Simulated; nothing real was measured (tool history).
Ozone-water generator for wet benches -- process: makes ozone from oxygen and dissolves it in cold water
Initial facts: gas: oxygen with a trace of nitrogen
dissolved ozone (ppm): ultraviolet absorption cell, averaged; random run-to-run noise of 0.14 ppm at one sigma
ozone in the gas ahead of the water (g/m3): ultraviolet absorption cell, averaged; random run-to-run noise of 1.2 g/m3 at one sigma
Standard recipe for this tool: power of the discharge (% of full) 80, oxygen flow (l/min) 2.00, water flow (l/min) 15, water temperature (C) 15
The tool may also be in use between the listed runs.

run	hour	power of the discharge (% of full)	oxygen flow (l/min)	water flow (l/min)	water temperature (C)	dissolved ozone (ppm)	ozone in the gas ahead of the water (g/m3)
1	0.0	80	2.00	15	15	16.7	206.9
2	34.8	80	2.00	15	15	16.7	210.5
3	66.5	80	2.00	15	15	16.8	207.8
4	137.4	80	2.00	15	15	16.9	210.5
5	190.6	80	2.00	15	15	16.8	210.6
6	229.4	80	2.00	15	15	16.4	211.2
7	289.5	80	2.00	15	15	16.8	210.0
8	365.2	80	2.00	15	15	16.8	209.6
9	416.6	80	2.00	15	15	16.8	210.4
10	474.3	80	2.00	15	15	16.7	211.9
11	515.1	80	2.00	15	15	16.8	214.1
12	576.7	80	2.00	13	15	19.2	212.0
13	619.3	80	2.44	15	15	17.9	199.9
14	673.7	80	2.00	13	8	20.4	212.3
15	724.6	80	2.90	15	15	18.9	186.4
16	789.2	64	1.26	12	7	15.7	213.9
17	825.8	64	1.26	12	7	16.0	217.7
18	897.1	87	1.26	23	17	8.7	264.6
19	951.0	87	1.26	23	17	8.8	263.8
20	985.9	87	2.36	15	17	18.3	212.0
21	1017.6	87	2.36	15	17	18.3	212.2
22	1091.3	83	2.36	13	17	20.3	206.0
# hour 1098.4: gauge calibrated
23	1145.1	73	2.66	12	15	21.3	178.7
24	1193.5	97	2.66	12	12	26.4	214.7
25	1233.2	51	1.64	14	15	12.4	168.1

For each run, the measured value with the value that run would have given without the tool's hidden condition subtracted. The run-to-run variation is shared by both, the gauge scatter possibly not:
Hidden state present: yield of the discharge, % of new electrodes'; contactor's efficiency, % of a clean one's; true water temperature over the reading, C; drift of the gauge itself on ozone_ppm, %; drift of the gauge itself on gas_g_m3, %.
run	ozone in the gas ahead of the water (g/m3)
1	-0.1
2	+0.1
3	+0.3
4	+0.7
5	+1.0
6	+1.2
7	+1.5
8	+1.9
9	+2.2
10	+2.6
11	+2.8
12	+3.1
13	+3.2
14	+3.7
15	+3.5
16	+4.4
17	+4.6
18	+6.1
19	+6.4
20	+5.4
21	+5.5
22	+5.7
23	+0.1
24	+0.4
25	+0.6
For dissolved ozone (ppm), the value without the hidden state is never more than 0.1 from the measured value.

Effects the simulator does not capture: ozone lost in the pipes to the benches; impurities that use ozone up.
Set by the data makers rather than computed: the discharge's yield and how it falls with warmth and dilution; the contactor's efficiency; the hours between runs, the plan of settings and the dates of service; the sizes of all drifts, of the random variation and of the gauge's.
